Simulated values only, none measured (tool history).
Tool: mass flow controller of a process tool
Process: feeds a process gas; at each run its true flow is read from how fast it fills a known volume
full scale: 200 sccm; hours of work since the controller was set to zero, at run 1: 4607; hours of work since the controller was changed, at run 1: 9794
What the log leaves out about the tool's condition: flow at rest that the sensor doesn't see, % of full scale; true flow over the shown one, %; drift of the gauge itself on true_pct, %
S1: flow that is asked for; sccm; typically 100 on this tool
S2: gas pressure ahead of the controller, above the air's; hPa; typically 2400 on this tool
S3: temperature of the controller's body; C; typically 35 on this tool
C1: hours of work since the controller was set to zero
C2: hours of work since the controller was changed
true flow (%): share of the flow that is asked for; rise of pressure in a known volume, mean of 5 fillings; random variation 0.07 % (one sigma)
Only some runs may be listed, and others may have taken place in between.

run 1 hour=0 | S1=100 S2=2400 S3=35 | C1=4607 C2=9794 | true_flow_(%)=102.27
run 2 hour=404.5 | S1=100 S2=2400 S3=35 | C1=4849 C2=10036 | true_flow_(%)=102.33
-- hour=693.6 controller's zero set anew
run 3 hour=868.1 | S1=100 S2=2180 S3=35 | C1=104 C2=10313 | true_flow_(%)=103.36
-- hour=1173.2 controller exchanged for a calibrated one
run 4 hour=1332.6 | S1=100 S2=2180 S3=35 | C1=95 C2=95 | true_flow_(%)=97.48
run 5 hour=1764.7 | S1=100 S2=2180 S3=35 | C1=354 C2=354 | true_flow_(%)=97.54
run 6 hour=2080.3 | S1=100 S2=2180 S3=22 | C1=543 C2=543 | true_flow_(%)=98.74
run 7 hour=2483.1 | S1=100 S2=2180 S3=22 | C1=784 C2=784 | true_flow_(%)=99.02
-- hour=2545.5 controller's zero set anew, once more
run 8 hour=2913.5 | S1=100 S2=2180 S3=22 | C1=220 C2=1041 | true_flow_(%)=98.98
run 9 hour=3279.9 | S1=100 S2=2400 S3=35 | C1=440 C2=1261 | true_flow_(%)=97.71
run 10 hour=3726 | S1=100 S2=2400 S3=35 | C1=707 C2=1528 | true_flow_(%)=97.85
run 11 hour=4028.6 | S1=167 S2=2400 S3=35 | C1=888 C2=1709 | true_flow_(%)=98.82
run 12 hour=4316.1 | S1=100 S2=2230 S3=35 | C1=1060 C2=1881 | true_flow_(%)=98.12
run 13 hour=4689.1 | S1=100 S2=2230 S3=35 | C1=1283 C2=2104 | true_flow_(%)=98.38
run 14 hour=5013 | S1=100 S2=2230 S3=35 | C1=1477 C2=2298 | true_flow_(%)=98.28
run 15 hour=5474.9 | S1=109 S2=2400 S3=27 | C1=1754 C2=2575 | true_flow_(%)=99.3
run 16 hour=5677.4 | S1=104 S2=2160 S3=29 | C1=1875 C2=2696 | true_flow_(%)=99.32
run 17 hour=5878.2 | S1=85 S2=2040 S3=29 | C1=1995 C2=2816 | true_flow_(%)=99.35
run 18 hour=6134.9 | S1=85 S2=1540 S3=34 | C1=2149 C2=2970 | true_flow_(%)=99.52
run 19 hour=6596.9 | S1=45 S2=2750 S3=35 | C1=2425 C2=3246 | true_flow_(%)=98.7
run 20 hour=6979.6 | S1=70 S2=1580 S3=38 | C1=2654 C2=3475 | true_flow_(%)=99.43
run 21 hour=7352.9 | S1=70 S2=1610 S3=38 | C1=2878 C2=3699 | true_flow_(%)=99.51
run 22 hour=7669.9 | S1=170 S2=2140 S3=22 | C1=3067 C2=3888 | true_flow_(%)=101.42
run 23 hour=8106.7 | S1=170 S2=2140 S3=22 | C1=3329 C2=4150 | true_flow_(%)=101.39
run 24 hour=8542.6 | S1=170 S2=2140 S3=22 | C1=3590 C2=4411 | true_flow_(%)=101.61
run 25 hour=8946.4 | S1=25 S2=2230 S3=25 | C1=3831 C2=4653 | true_flow_(%)=103.38

Run 26 is up next; what results do you expect?
run 26 hour=9341.6 | S1=54 S2=2310 S3=35 | C1=4068 C2=4889 | true_flow_(%)=?

{"run 26": {"true flow (%)": 100.43}}
Without the tool's hidden state the same run would have given true flow (%) 96.64.

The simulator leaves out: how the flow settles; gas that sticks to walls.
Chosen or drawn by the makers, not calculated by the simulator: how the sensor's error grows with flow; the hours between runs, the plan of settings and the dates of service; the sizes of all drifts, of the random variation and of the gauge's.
